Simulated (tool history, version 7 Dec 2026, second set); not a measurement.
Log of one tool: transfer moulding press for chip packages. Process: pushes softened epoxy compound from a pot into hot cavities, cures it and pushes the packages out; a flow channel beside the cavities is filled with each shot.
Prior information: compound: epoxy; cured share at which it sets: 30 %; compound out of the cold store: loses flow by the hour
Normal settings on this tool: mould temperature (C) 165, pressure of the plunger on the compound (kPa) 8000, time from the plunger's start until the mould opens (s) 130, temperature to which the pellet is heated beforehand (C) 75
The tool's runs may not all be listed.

run,hour,mould temperature (C),pressure of the plunger on the compound (kPa),time from the plunger's start until the mould opens (s),temperature to which the pellet is heated beforehand (C),incoming compound's hours out of the cold store,length that the compound runs in the flow channel (mm),greatest force on the pins that push the packages out (N)
1,0,165,8000,130,75,12.1,847,487
# hour 24.2: cavities cleaned with cleaning compound and waxed
# hour 52.4: plunger's sealing rings changed
2,56.7,165,8000,130,73,12.2,877,464
# hour 76.6: cavities cleaned with cleaning compound and waxed
3,114.1,165,8000,130,75,47.3,792,484
# hour 124.7: cavities cleaned with cleaning compound and waxed
# hour 176.5: cavities cleaned with cleaning compound and waxed
4,176.5,165,8030,130,75,16.2,859,325
# hour 227.2: cavities cleaned with cleaning compound and waxed
5,261.8,170,8000,130,75,35.6,786,412
# hour 277: cavities cleaned with cleaning compound and waxed
# hour 328: cavities cleaned with cleaning compound and waxed
6,329.3,165,8000,147,75,16.1,841,282
# hour 367.4: mould's thermocouples calibrated
# hour 383.2: cavities cleaned with cleaning compound and waxed
7,410.8,165,8000,147,75,42.1,784,401
# hour 438.9: cavities cleaned with cleaning compound and waxed
# hour 488.8: cavities cleaned with cleaning compound and waxed
8,503.2,165,8000,147,77,8.6,846,380
# hour 529.9: plunger's sealing rings changed
# hour 539.5: cavities cleaned with cleaning compound and waxed
9,556.4,165,8000,130,75,9.8,882,398
# hour 594.7: cavities cleaned with cleaning compound and waxed
10,604.8,165,8000,130,72,11.3,885,405
# hour 644.8: cavities cleaned with cleaning compound and waxed
11,673.6,165,8000,130,75,17.2,850,463
# hour 695.9: cavities cleaned with cleaning compound and waxed
# hour 746.4: cavities cleaned with cleaning compound and waxed
12,747.7,165,8000,130,75,30.4,826,334
# hour 798.2: cavities cleaned with cleaning compound and waxed
13,814.5,165,8000,130,75,45.1,780,406
# hour 850.9: cavities cleaned with cleaning compound and waxed
14,874,166,8840,126,70,37.4,830,429
# hour 906.1: cavities cleaned with cleaning compound and waxed
15,944.2,165,8000,130,75,13.4,842,505
# hour 960.9: cavities cleaned with cleaning compound and waxed
# hour 1003.9: plunger's sealing rings changed
16,1005,165,8000,124,78,46.7,805,524
# hour 1015.5: cavities cleaned with cleaning compound and waxed
# hour 1031.8: mould's thermocouples calibrated
# hour 1068.2: cavities cleaned with cleaning compound and waxed
17,1071.1,169,9260,115,80,48,847,309
# hour 1116.2: cavities cleaned with cleaning compound and waxed
18,1144.5,169,9260,115,80,24.5,883,443
# hour 1170.7: cavities cleaned with cleaning compound and waxed
# hour 1219.8: cavities cleaned with cleaning compound and waxed
19,1221.5,167,8000,130,75,46.5,773,293
# hour 1269.9: cavities cleaned with cleaning compound and waxed
20,1281.3,167,9290,121,76,26,886,360
# hour 1318: cavities cleaned with cleaning compound and waxed
21,1359.7,167,9290,121,76,43.9,832,499
# hour 1365.9: cavities cleaned with cleaning compound and waxed
# hour 1413.6: cavities cleaned with cleaning compound and waxed
22,1413.6,167,9290,128,77,46.5,815,288
23,1455.3,163,9200,131,67,12.1,901,581
# hour 1462.3: cavities cleaned with cleaning compound and waxed
# hour 1483.7: plunger's sealing rings changed
24,1505.3,160,9780,120,75,40.9,926,819
# hour 1514.5: cavities cleaned with cleaning compound and waxed
# hour 1564.4: cavities cleaned with cleaning compound and waxed
25,1592.2,171,8660,153,67,15.1,874,385

Consider 3 possible next runs. They are alternatives, not a sequence: every one starts from the tool as it was left by run 25. What does each give?
# hour 1616.2: cavities cleaned with cleaning compound and waxed
A,1636.1,165,6700,144,78,36.2,?,?
# hour 1616.2: cavities cleaned with cleaning compound and waxed
B,1636.1,163,6450,169,75,24,?,?
# hour 1616.2: cavities cleaned with cleaning compound and waxed
C,1636.1,165,8240,144,67,28.6,?,?

run,length that the compound runs in the flow channel (mm),greatest force on the pins that push the packages out (N)
A,751,382
B,764,370
C,844,393
Without the tool's unlogged condition, the same runs would have read:
run,length that the compound runs in the flow channel (mm),greatest force on the pins that push the packages out (N)
A,766,290
B,780,278
C,861,300
